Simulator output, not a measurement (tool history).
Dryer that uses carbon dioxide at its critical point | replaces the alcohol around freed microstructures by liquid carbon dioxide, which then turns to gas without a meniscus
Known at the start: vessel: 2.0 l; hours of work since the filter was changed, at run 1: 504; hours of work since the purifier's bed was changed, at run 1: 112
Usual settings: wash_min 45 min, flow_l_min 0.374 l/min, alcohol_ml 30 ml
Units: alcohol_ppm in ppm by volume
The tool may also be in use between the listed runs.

| run | hour | wash_min | flow_l_min | alcohol_ml | hours of work since the filter was changed | hours of work since the purifier's bed was changed | alcohol_ppm |
|---|---|---|---|---|---|---|---|
| 1 | 0 | 45 | 0.374 | 30 | 504 | 112 | 103 |
| 2 | 9.9 | 45 | 0.374 | 83 | 508 | 117 | 262 |
| 3 | 17.4 | 45 | 0.374 | 30 | 512 | 121 | 110 |
| 4 | 28.7 | 45 | 0.374 | 30 | 518 | 126 | 113 |
| 5 | 41.8 | 45 | 0.374 | 30 | 524 | 133 | 118 |
| 6 | 50.3 | 45 | 0.226 | 30 | 528 | 137 | 714 |
|  | 59.8 | inlet filter changed |
| 7 | 61 | 45 | 0.226 | 30 | 1 | 142 | 365 |
| 8 | 70.5 | 45 | 0.226 | 30 | 5 | 146 | 384 |
| 9 | 80.8 | 45 | 0.374 | 30 | 10 | 151 | 56 |
| 10 | 95.5 | 45 | 0.374 | 30 | 17 | 159 | 55 |
| 11 | 101.5 | 35 | 0.374 | 30 | 20 | 162 | 144 |
| 12 | 108.5 | 35 | 0.374 | 30 | 24 | 165 | 154 |
| 13 | 119.5 | 35 | 0.374 | 30 | 29 | 170 | 142 |
| 14 | 128.3 | 45 | 0.269 | 30 | 34 | 175 | 206 |
| 15 | 139.6 | 45 | 0.269 | 30 | 39 | 180 | 213 |
| 16 | 148.5 | 70 | 0.269 | 30 | 44 | 185 | 42 |
| 17 | 160.9 | 70 | 0.269 | 30 | 50 | 191 | 42 |
| 18 | 171.6 | 70 | 0.269 | 30 | 55 | 196 | 41 |
| 19 | 178.5 | 70 | 0.328 | 30 | 58 | 199 | 39 |
| 20 | 189.9 | 70 | 0.328 | 30 | 64 | 205 | 28 |
| 21 | 199.9 | 70 | 0.328 | 30 | 69 | 210 | 37 |
| 22 | 207.7 | 70 | 0.328 | 30 | 73 | 214 | 38 |
| 23 | 221.7 | 45 | 0.374 | 87 | 79 | 221 | 130 |
| 24 | 234.2 | 45 | 0.374 | 87 | 86 | 227 | 139 |
| 25 | 248.5 | 28 | 0.374 | 30 | 93 | 234 | 386 |
| 26 | 261.2 | 41 | 0.374 | 30 | 99 | 240 | 91 |
| 27 | 275.4 | 35 | 0.374 | 83 | 106 | 247 | 448 |
| 28 | 286.3 | 29 | 0.579 | 26 | 111 | 252 | 61 |
| 29 | 297.4 | 29 | 0.579 | 26 | 117 | 258 | 76 |
| 30 | 304.5 | 45 | 0.388 | 43 | 120 | 261 | 79 |
| 31 | 312.2 | 41 | 0.443 | 30 | 124 | 265 | 61 |
| 32 | 318.7 | 41 | 0.443 | 30 | 127 | 268 | 62 |
| 33 | 328.5 | 41 | 0.443 | 30 | 132 | 273 | 66 |
| 34 | 338.2 | 45 | 0.243 | 32 | 137 | 278 | 366 |
| 35 | 352.3 | 35 | 0.238 | 43 | 143 | 285 | 1144 |
| 36 | 366.5 | 35 | 0.238 | 43 | 150 | 292 | 1171 |
| 37 | 373.7 | 35 | 0.238 | 43 | 154 | 295 | 1182 |
| 38 | 386.5 | 35 | 0.238 | 43 | 160 | 301 | 1238 |
| 39 | 398.3 | 31 | 0.235 | 30 | 166 | 307 | 1204 |
| 40 | 411.9 | 38 | 0.298 | 30 | 173 | 314 | 339 |
| 41 | 420.1 | 38 | 0.298 | 30 | 177 | 318 | 345 |
| 42 | 431.3 | 55 | 0.371 | 32 | 182 | 323 | 56 |
| 43 | 444.6 | 41 | 0.532 | 63 | 189 | 330 | 54 |
| 44 | 457 | 41 | 0.532 | 63 | 195 | 336 | 66 |
| 45 | 466.7 | 71 | 0.374 | 118 | 200 | 341 | 60 |
| 46 | 476.1 | 63 | 0.26 | 22 | 204 | 345 | 84 |
| 47 | 489.1 | 31 | 0.374 | 30 | 211 | 352 | 330 |

Forecast each of these 3 alternatives for the next run:
| A | 495.4 | 64 | 0.297 | 36 | 214 | 355 | ? |
| B | 495.4 | 63 | 0.374 | 42 | 214 | 355 | ? |
| C | 495.4 | 43 | 0.236 | 104 | 214 | 355 | ? |

| run | alcohol_ppm |
|---|---|
| A | 79 |
| B | 53 |
| C | 1631 |
Without the tool's hidden state the same runs would have given:
| run | alcohol_ppm |
|---|---|
| A | 26 |
| B | 8 |
| C | 1213 |

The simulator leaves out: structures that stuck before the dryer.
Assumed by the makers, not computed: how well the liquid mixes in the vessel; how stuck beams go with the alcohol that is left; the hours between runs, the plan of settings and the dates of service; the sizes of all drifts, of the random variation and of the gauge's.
